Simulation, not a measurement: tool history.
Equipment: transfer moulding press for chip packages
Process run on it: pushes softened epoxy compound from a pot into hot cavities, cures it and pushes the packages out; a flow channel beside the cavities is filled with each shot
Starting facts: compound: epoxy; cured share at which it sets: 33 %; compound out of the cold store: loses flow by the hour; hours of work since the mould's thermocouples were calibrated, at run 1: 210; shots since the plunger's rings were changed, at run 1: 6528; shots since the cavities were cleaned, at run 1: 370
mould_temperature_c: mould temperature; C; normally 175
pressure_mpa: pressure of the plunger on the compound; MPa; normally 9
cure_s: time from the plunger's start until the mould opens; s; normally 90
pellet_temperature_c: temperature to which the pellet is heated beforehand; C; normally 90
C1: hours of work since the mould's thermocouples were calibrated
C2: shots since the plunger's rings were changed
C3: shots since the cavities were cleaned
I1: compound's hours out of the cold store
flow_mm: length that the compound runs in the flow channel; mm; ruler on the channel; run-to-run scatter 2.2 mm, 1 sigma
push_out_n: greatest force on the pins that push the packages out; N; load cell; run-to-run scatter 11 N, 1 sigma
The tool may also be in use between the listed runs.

{"run": 1, "hour": 0.0, "mould_temperature_c": 175, "pressure_mpa": 9, "cure_s": 90, "pellet_temperature_c": 90, "C1": 210, "C2": 6528, "C3": 370, "I1": 8.6, "flow_mm": 583, "push_out_n": 711}
{"hour": 4.3, "done": "cavities cleaned with cleaning compound and waxed"}
{"run": 2, "hour": 9.0, "mould_temperature_c": 175, "pressure_mpa": 9, "cure_s": 90, "pellet_temperature_c": 90, "C1": 215, "C2": 6638, "C3": 69, "I1": 41.4, "flow_mm": 535, "push_out_n": 562}
{"run": 3, "hour": 20.1, "mould_temperature_c": 175, "pressure_mpa": 9, "cure_s": 90, "pellet_temperature_c": 90, "C1": 223, "C2": 6801, "C3": 232, "I1": 16.2, "flow_mm": 574, "push_out_n": 639}
{"run": 4, "hour": 27.1, "mould_temperature_c": 175, "pressure_mpa": 9, "cure_s": 96, "pellet_temperature_c": 90, "C1": 227, "C2": 6904, "C3": 335, "I1": 27.7, "flow_mm": 553, "push_out_n": 587}
{"hour": 33.6, "done": "cavities cleaned with cleaning compound and waxed"}
{"hour": 38.2, "done": "plunger's sealing rings changed"}
{"run": 5, "hour": 43.2, "mould_temperature_c": 175, "pressure_mpa": 9, "cure_s": 96, "pellet_temperature_c": 90, "C1": 236, "C2": 73, "C3": 104, "I1": 21.1, "flow_mm": 596, "push_out_n": 515}
{"run": 6, "hour": 50.4, "mould_temperature_c": 175, "pressure_mpa": 9, "cure_s": 96, "pellet_temperature_c": 90, "C1": 240, "C2": 179, "C3": 210, "I1": 9.9, "flow_mm": 617, "push_out_n": 579}
{"run": 7, "hour": 59.3, "mould_temperature_c": 175, "pressure_mpa": 9, "cure_s": 96, "pellet_temperature_c": 90, "C1": 246, "C2": 309, "C3": 340, "I1": 16, "flow_mm": 609, "push_out_n": 629}
{"hour": 65.3, "done": "cavities cleaned with cleaning compound and waxed"}
{"run": 8, "hour": 66.9, "mould_temperature_c": 175, "pressure_mpa": 9, "cure_s": 72, "pellet_temperature_c": 90, "C1": 251, "C2": 398, "C3": 22, "I1": 30.5, "flow_mm": 586, "push_out_n": 864}
{"run": 9, "hour": 77.3, "mould_temperature_c": 175, "pressure_mpa": 9, "cure_s": 72, "pellet_temperature_c": 82, "C1": 258, "C2": 552, "C3": 176, "I1": 12, "flow_mm": 610, "push_out_n": 1051}
{"run": 10, "hour": 86.2, "mould_temperature_c": 175, "pressure_mpa": 9, "cure_s": 90, "pellet_temperature_c": 90, "C1": 264, "C2": 683, "C3": 307, "I1": 11.6, "flow_mm": 612, "push_out_n": 665}
{"hour": 94.7, "done": "cavities cleaned with cleaning compound and waxed"}
{"run": 11, "hour": 98.4, "mould_temperature_c": 175, "pressure_mpa": 9, "cure_s": 107, "pellet_temperature_c": 90, "C1": 271, "C2": 839, "C3": 54, "I1": 33.2, "flow_mm": 575, "push_out_n": 443}
{"run": 12, "hour": 109.2, "mould_temperature_c": 175, "pressure_mpa": 9, "cure_s": 90, "pellet_temperature_c": 90, "C1": 278, "C2": 998, "C3": 213, "I1": 14.5, "flow_mm": 599, "push_out_n": 639}
{"run": 13, "hour": 121.4, "mould_temperature_c": 175, "pressure_mpa": 9, "cure_s": 90, "pellet_temperature_c": 100, "C1": 287, "C2": 1177, "C3": 392, "I1": 20.8, "flow_mm": 593, "push_out_n": 681}
{"hour": 123.9, "done": "cavities cleaned with cleaning compound and waxed"}
{"run": 14, "hour": 136.5, "mould_temperature_c": 175, "pressure_mpa": 9, "cure_s": 90, "pellet_temperature_c": 90, "C1": 296, "C2": 1377, "C3": 185, "I1": 12.7, "flow_mm": 605, "push_out_n": 611}
{"run": 15, "hour": 150.3, "mould_temperature_c": 175, "pressure_mpa": 9, "cure_s": 73, "pellet_temperature_c": 82, "C1": 305, "C2": 1579, "C3": 387, "I1": 35, "flow_mm": 572, "push_out_n": 1103}
{"hour": 153.3, "done": "cavities cleaned with cleaning compound and waxed"}
{"run": 16, "hour": 163.3, "mould_temperature_c": 175, "pressure_mpa": 9, "cure_s": 73, "pellet_temperature_c": 82, "C1": 313, "C2": 1749, "C3": 148, "I1": 35.3, "flow_mm": 567, "push_out_n": 929}
{"run": 17, "hour": 174.1, "mould_temperature_c": 170, "pressure_mpa": 9, "cure_s": 107, "pellet_temperature_c": 93, "C1": 321, "C2": 1907, "C3": 306, "I1": 15.1, "flow_mm": 614, "push_out_n": 640}
{"hour": 182.8, "done": "cavities cleaned with cleaning compound and waxed"}
{"run": 18, "hour": 188.0, "mould_temperature_c": 170, "pressure_mpa": 9, "cure_s": 107, "pellet_temperature_c": 93, "C1": 329, "C2": 2089, "C3": 76, "I1": 24, "flow_mm": 601, "push_out_n": 550}
{"run": 19, "hour": 197.8, "mould_temperature_c": 170, "pressure_mpa": 9, "cure_s": 107, "pellet_temperature_c": 93, "C1": 336, "C2": 2233, "C3": 220, "I1": 11.2, "flow_mm": 620, "push_out_n": 604}
{"run": 20, "hour": 208.5, "mould_temperature_c": 173, "pressure_mpa": 10.44, "cure_s": 72, "pellet_temperature_c": 90, "C1": 343, "C2": 2390, "C3": 377, "I1": 42.1, "flow_mm": 606, "push_out_n": 1246}
{"hour": 212.5, "done": "cavities cleaned with cleaning compound and waxed"}
{"run": 21, "hour": 216.7, "mould_temperature_c": 170, "pressure_mpa": 7.38, "cure_s": 114, "pellet_temperature_c": 97, "C1": 347, "C2": 2488, "C3": 62, "I1": 38.8, "flow_mm": 520, "push_out_n": 504}
{"run": 22, "hour": 224.2, "mould_temperature_c": 170, "pressure_mpa": 7.38, "cure_s": 114, "pellet_temperature_c": 97, "C1": 353, "C2": 2598, "C3": 172, "I1": 29.2, "flow_mm": 533, "push_out_n": 534}
{"run": 23, "hour": 238.1, "mould_temperature_c": 175, "pressure_mpa": 10.53, "cure_s": 75, "pellet_temperature_c": 91, "C1": 362, "C2": 2802, "C3": 376, "I1": 21.5, "flow_mm": 633, "push_out_n": 985}
{"hour": 241.7, "done": "cavities cleaned with cleaning compound and waxed"}
{"run": 24, "hour": 246.9, "mould_temperature_c": 181, "pressure_mpa": 7.42, "cure_s": 90, "pellet_temperature_c": 90, "C1": 367, "C2": 2910, "C3": 77, "I1": 23.9, "flow_mm": 510, "push_out_n": 458}
{"run": 25, "hour": 260.6, "mould_temperature_c": 181, "pressure_mpa": 7.42, "cure_s": 90, "pellet_temperature_c": 90, "C1": 376, "C2": 3111, "C3": 278, "I1": 11.1, "flow_mm": 527, "push_out_n": 514}
{"run": 26, "hour": 267.2, "mould_temperature_c": 170, "pressure_mpa": 9, "cure_s": 90, "pellet_temperature_c": 90, "C1": 381, "C2": 3207, "C3": 374, "I1": 8.9, "flow_mm": 620, "push_out_n": 960}
{"hour": 271.5, "done": "cavities cleaned with cleaning compound and waxed"}
{"run": 27, "hour": 274.3, "mould_temperature_c": 175, "pressure_mpa": 9, "cure_s": 90, "pellet_temperature_c": 92, "C1": 385, "C2": 3290, "C3": 42, "I1": 28.6, "flow_mm": 571, "push_out_n": 527}

What would each run have given without the hidden state, its run-to-run variation left as it was?
Hidden state present: true mould temperature over the reading, C; pressure that reaches the compound, % of what is set; grip of the stained cavities, % over clean ones'; drift of the gauge itself on flow_mm, %; drift of the gauge itself on push_out_n, %.
run=1 flow_mm=621 push_out_n=524
run=2 flow_mm=570 push_out_n=523
run=3 flow_mm=612 push_out_n=522
run=4 flow_mm=591 push_out_n=447
run=5 flow_mm=599 push_out_n=460
run=6 flow_mm=620 push_out_n=476
run=7 flow_mm=613 push_out_n=475
run=8 flow_mm=590 push_out_n=856
run=9 flow_mm=615 push_out_n=909
run=10 flow_mm=618 push_out_n=522
run=11 flow_mm=581 push_out_n=420
run=12 flow_mm=606 push_out_n=535
run=13 flow_mm=602 push_out_n=514
run=14 flow_mm=615 push_out_n=516
run=15 flow_mm=583 push_out_n=840
run=16 flow_mm=578 push_out_n=834
run=17 flow_mm=627 push_out_n=506
run=18 flow_mm=616 push_out_n=508
run=19 flow_mm=636 push_out_n=502
run=20 flow_mm=622 push_out_n=959
run=21 flow_mm=535 push_out_n=476
run=22 flow_mm=548 push_out_n=460
run=23 flow_mm=652 push_out_n=770
run=24 flow_mm=526 push_out_n=423
run=25 flow_mm=545 push_out_n=408
run=26 flow_mm=641 push_out_n=757
run=27 flow_mm=592 push_out_n=515

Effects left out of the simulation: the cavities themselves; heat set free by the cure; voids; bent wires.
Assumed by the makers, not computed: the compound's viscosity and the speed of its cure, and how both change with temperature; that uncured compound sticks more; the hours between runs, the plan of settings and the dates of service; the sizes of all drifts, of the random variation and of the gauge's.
